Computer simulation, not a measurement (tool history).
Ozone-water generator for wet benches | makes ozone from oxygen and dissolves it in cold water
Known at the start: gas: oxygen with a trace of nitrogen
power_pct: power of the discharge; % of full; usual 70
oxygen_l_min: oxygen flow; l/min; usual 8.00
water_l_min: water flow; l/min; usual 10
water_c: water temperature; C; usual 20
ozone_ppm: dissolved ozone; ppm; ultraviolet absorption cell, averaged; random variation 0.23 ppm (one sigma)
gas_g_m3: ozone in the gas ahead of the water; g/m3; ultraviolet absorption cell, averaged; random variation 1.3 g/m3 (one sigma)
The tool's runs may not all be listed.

| run | hour | power_pct | oxygen_l_min | water_l_min | water_c | ozone_ppm | gas_g_m3 |
|---|---|---|---|---|---|---|---|
| 1 | 0.0 | 70 | 8.00 | 10 | 20 | 29.9 | 200.8 |
| 2 | 163.9 | 70 | 8.00 | 6 | 20 | 40.1 | 203.4 |
| 3 | 362.2 | 70 | 8.00 | 6 | 20 | 39.2 | 199.9 |
| 4 | 483.3 | 70 | 8.00 | 6 | 20 | 39.6 | 199.5 |
| 5 | 664.0 | 78 | 8.00 | 6 | 20 | 49.3 | 250.8 |
| 6 | 790.7 | 78 | 8.00 | 6 | 20 | 49.6 | 249.1 |
| 7 | 983.6 | 93 | 8.00 | 10 | 20 | 40.3 | 276.9 |
| 8 | 1136.1 | 93 | 8.00 | 10 | 20 | 42.4 | 280.0 |
| 9 | 1322.4 | 70 | 6.93 | 10 | 20 | 35.0 | 237.8 |
| 10 | 1470.7 | 70 | 8.00 | 10 | 12 | 40.9 | 226.5 |
| 11 | 1682.7 | 70 | 8.00 | 10 | 12 | 41.1 | 225.3 |
| 12 | 1849.8 | 70 | 8.00 | 10 | 20 | 34.3 | 225.4 |
| 13 | 1980.7 | 70 | 8.00 | 10 | 20 | 33.9 | 223.6 |
| 14 | 2132.6 | 70 | 8.00 | 10 | 20 | 33.7 | 226.2 |
| 15 | 2287.7 | 70 | 8.00 | 10 | 20 | 34.0 | 225.7 |
| 16 | 2511.9 | 57 | 8.00 | 10 | 20 | 29.5 | 196.7 |
| 17 | 2645.2 | 69 | 8.00 | 14 | 20 | 25.7 | 220.6 |
| 18 | 2798.9 | 88 | 4.33 | 9 | 15 | 46.8 | 323.4 |
| 19 | 2895.6 | 41 | 8.00 | 11 | 20 | 22.0 | 156.0 |
| 20 | 3044.2 | 80 | 8.00 | 10 | 20 | 35.7 | 240.9 |
| 21 | 3221.4 | 69 | 12.32 | 6 | 20 | 39.9 | 190.3 |
| 22 | 3403.5 | 48 | 8.00 | 10 | 14 | 29.0 | 173.1 |
| 23 | 3593.9 | 48 | 8.00 | 10 | 14 | 29.3 | 170.6 |
| 24 | 3811.2 | 70 | 12.19 | 6 | 23 | 37.0 | 190.5 |
| 25 | 4010.3 | 70 | 12.19 | 6 | 23 | 36.8 | 187.2 |
| 26 | 4174.1 | 90 | 8.23 | 6 | 13 | 61.0 | 253.2 |
| 27 | 4407.4 | 90 | 8.23 | 6 | 13 | 61.9 | 253.0 |
| 28 | 4634.7 | 90 | 4.75 | 13 | 14 | 34.4 | 304.6 |
| 29 | 4728.7 | 41 | 5.25 | 9 | 16 | 27.6 | 178.3 |
| 30 | 4951.0 | 41 | 5.25 | 9 | 16 | 27.4 | 178.0 |
| 31 | 5060.5 | 41 | 12.16 | 9 | 16 | 26.0 | 133.8 |

Taken out of this log: 4 entries between the listed runs. Where each belongs, and how the hidden state differs across it:
Between runs 4 and 5: electrodes of the discharge changed (hour 517.5)
  yield of the discharge, % of new electrodes': 86.3 -> 99.9; contactor's efficiency, % of a clean one's: 92.8 -> 92.3; true water temperature over the reading, C: 0.05 -> 0.06
  measured less the result without the state, ozone_ppm: -7.7 -> -1.7 ppm; gas_g_m3: -31.8 -> -0.4 g/m3
Between runs 7 and 8: contactor cleaned (hour 1136.1)
  yield of the discharge, % of new electrodes': 99.3 -> 99.1; contactor's efficiency, % of a clean one's: 91.5 -> 99.4; true water temperature over the reading, C: 0.07 -> 0.08
  measured less the result without the state, ozone_ppm: -2.4 -> -0.7 ppm; gas_g_m3: -2.3 -> -3.1 g/m3
Between runs 10 and 11: water thermometer calibrated (hour 1658.1)
  yield of the discharge, % of new electrodes': 98.5 -> 98.2; contactor's efficiency, % of a clean one's: 98.6 -> 98.1; true water temperature over the reading, C: 0.09 -> -0.05
  measured less the result without the state, ozone_ppm: -1.0 -> -1.1 ppm; gas_g_m3: -3.4 -> -4.1 g/m3
Between runs 25 and 26: contactor cleaned (hour 4060.6)
  yield of the discharge, % of new electrodes': 94.3 -> 94.1; contactor's efficiency, % of a clean one's: 92.5 -> 99.3; true water temperature over the reading, C: 0.04 -> 0.05
  measured less the result without the state, ozone_ppm: -3.4 -> -4.8 ppm; gas_g_m3: -11.2 -> -18.6 g/m3
